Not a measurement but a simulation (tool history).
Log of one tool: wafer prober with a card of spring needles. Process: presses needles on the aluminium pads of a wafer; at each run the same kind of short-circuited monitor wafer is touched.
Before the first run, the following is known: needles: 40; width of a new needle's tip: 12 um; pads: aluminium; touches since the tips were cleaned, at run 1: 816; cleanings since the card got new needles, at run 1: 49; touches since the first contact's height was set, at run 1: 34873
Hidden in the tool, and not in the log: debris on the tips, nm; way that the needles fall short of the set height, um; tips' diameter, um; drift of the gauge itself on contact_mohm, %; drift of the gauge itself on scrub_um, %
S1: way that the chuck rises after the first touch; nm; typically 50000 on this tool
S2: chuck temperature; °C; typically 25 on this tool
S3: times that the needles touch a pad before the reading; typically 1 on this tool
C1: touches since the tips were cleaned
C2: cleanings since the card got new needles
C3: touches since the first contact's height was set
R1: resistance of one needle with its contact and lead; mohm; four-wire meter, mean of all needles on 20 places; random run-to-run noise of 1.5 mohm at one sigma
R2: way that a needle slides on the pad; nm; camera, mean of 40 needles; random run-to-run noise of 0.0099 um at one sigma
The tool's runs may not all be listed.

run 1 day=0 | S1=50000 S2=25 S3=1 | C1=816 C2=49 C3=34873 | R1=147 R2=6597
run 2 day=0.504 | S1=50000 S2=25 S3=1 | C1=5160 C2=49 C3=39217 | R1=147 R2=6598
-- day=0.571 tips cleaned on abrasive film
-- day=1.208 tips cleaned on abrasive film
run 3 day=1.208 | S1=50000 S2=25 S3=1 | C1=0 C2=51 C3=45239 | R1=144 R2=6586
-- day=1.892 tips cleaned on abrasive film
run 4 day=1.979 | S1=50000 S2=25 S3=1 | C1=745 C2=52 C3=51853 | R1=149 R2=6578
-- day=2.533 tips cleaned on abrasive film
run 5 day=2.642 | S1=50000 S2=25 S3=1 | C1=952 C2=53 C3=57552 | R1=147 R2=6586
run 6 day=3.075 | S1=51000 S2=25 S3=3 | C1=4669 C2=53 C3=61269 | R1=148 R2=6704
-- day=3.15 tips cleaned on abrasive film
-- day=3.8 tips cleaned on abrasive film
run 7 day=3.883 | S1=50000 S2=25 S3=3 | C1=711 C2=55 C3=68186 | R1=147 R2=6592
-- day=4.479 tips cleaned on abrasive film
run 8 day=4.838 | S1=50000 S2=46 S3=3 | C1=3094 C2=56 C3=76390 | R1=152 R2=6580
-- day=5.1 tips cleaned on abrasive film
-- day=5.746 tips cleaned on abrasive film
-- day=5.758 height of the first contact set anew
run 9 day=5.788 | S1=31000 S2=64 S3=1 | C1=252 C2=58 C3=252 | R1=161 R2=4064
-- day=6.396 tips cleaned on abrasive film
run 10 day=6.683 | S1=31000 S2=64 S3=1 | C1=2471 C2=59 C3=7938 | R1=160 R2=4095

Describe how what the log doesn't record of the tool's condition differs between the last listed run preceding each entry between runs and the first listed run following it.
Run 2 -> run 3: tips cleaned on abrasive film (day 0.571); tips cleaned on abrasive film (day 1.208)
  debris on the tips, nm: 0.7 -> 0.1
Run 3 -> run 4: tips cleaned on abrasive film (day 1.892)
  debris on the tips, nm: 0.1 -> 0.2
Run 4 -> run 5: tips cleaned on abrasive film (day 2.533)
  debris on the tips, nm: 0.2 -> 0.3
Run 6 -> run 7: tips cleaned on abrasive film (day 3.15); tips cleaned on abrasive film (day 3.8)
  debris on the tips, nm: 0.7 -> 0.3
Run 7 -> run 8: tips cleaned on abrasive film (day 4.479)
  debris on the tips, nm: 0.3 -> 0.6; way that the needles fall short of the set height, um: 0 -> 0.01
Run 8 -> run 9: tips cleaned on abrasive film (day 5.1); tips cleaned on abrasive film (day 5.746); height of the first contact set anew (day 5.758)
  debris on the tips, nm: 0.6 -> 0.1; way that the needles fall short of the set height, um: 0.01 -> 0
Run 9 -> run 10: tips cleaned on abrasive film (day 6.396)
  debris on the tips, nm: 0.1 -> 0.5
